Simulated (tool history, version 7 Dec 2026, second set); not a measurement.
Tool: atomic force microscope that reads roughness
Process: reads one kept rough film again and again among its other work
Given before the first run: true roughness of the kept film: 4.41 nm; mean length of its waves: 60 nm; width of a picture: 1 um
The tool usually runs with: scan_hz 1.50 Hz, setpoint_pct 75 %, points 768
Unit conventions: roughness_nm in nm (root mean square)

run   hour  scan_hz  setpoint_pct  points  roughness_nm
  1    0.0     1.50            75     768         3.525
       2.2  -- new tip fitted
  2   17.9     1.50            75     768         3.690
  3   31.0     1.50            75     471         3.623
  4   45.7     1.50            75     471         3.573
      60.7  -- new tip fitted
  5   60.7     1.50            75     471         3.778
  6   80.1     1.50            75     471         3.685
  7   99.9     1.50            61     768         3.812
  8  108.9     1.50            61     768         3.754
     119.3  -- new tip fitted
  9  126.5     1.50            61     768         3.965
 10  136.2     1.50            61     768         3.886
 11  150.3     1.50            57     768         3.896
 12  166.0     3.95            75     768         3.054
     178.1  -- new tip fitted
 13  183.3     3.95            75     768         3.209
 14  203.1     1.50            75     768         3.672
 15  212.5     3.56            81     572         2.933
 16  222.8     3.56            81     572         2.897
 17  232.2     3.56            81     572         2.875
     236.1  -- new tip fitted
 18  253.4     2.25            84     572         3.233
 19  265.9     2.25            84     572         3.173
 20  274.9     0.99            82     572         3.602
     293.5  -- new tip fitted
 21  296.2     3.65            75     804         3.279
 22  308.0     0.58            63     597         4.061
 23  319.5     0.58            63     597         3.995
 24  333.0     1.50            71     686         3.645
 25  345.2     1.59            69     686         3.594
     351.3  -- new tip fitted
 26  362.5     1.59            69     686         3.806
 27  378.2     1.08            56     522         3.974

Here are 5 independent what-if runs from the current tool condition. What would each one return?
  A  398.7     1.08            62     748             ?
  B  398.7     0.54            75    1006             ?
  C  398.7     3.64            56     522             ?
  D  398.7     1.16            58     315             ?
  E  398.7     1.08            56     619             ?

run  roughness_nm
  A         3.813
  B         3.813
  C         3.637
  D         3.835
  E         3.867
The same runs, with their run-to-run variation unchanged, on a tool lacking any hidden condition would have given:
run  roughness_nm
  A         4.046
  B         4.046
  C         3.859
  D         4.070
  E         4.104
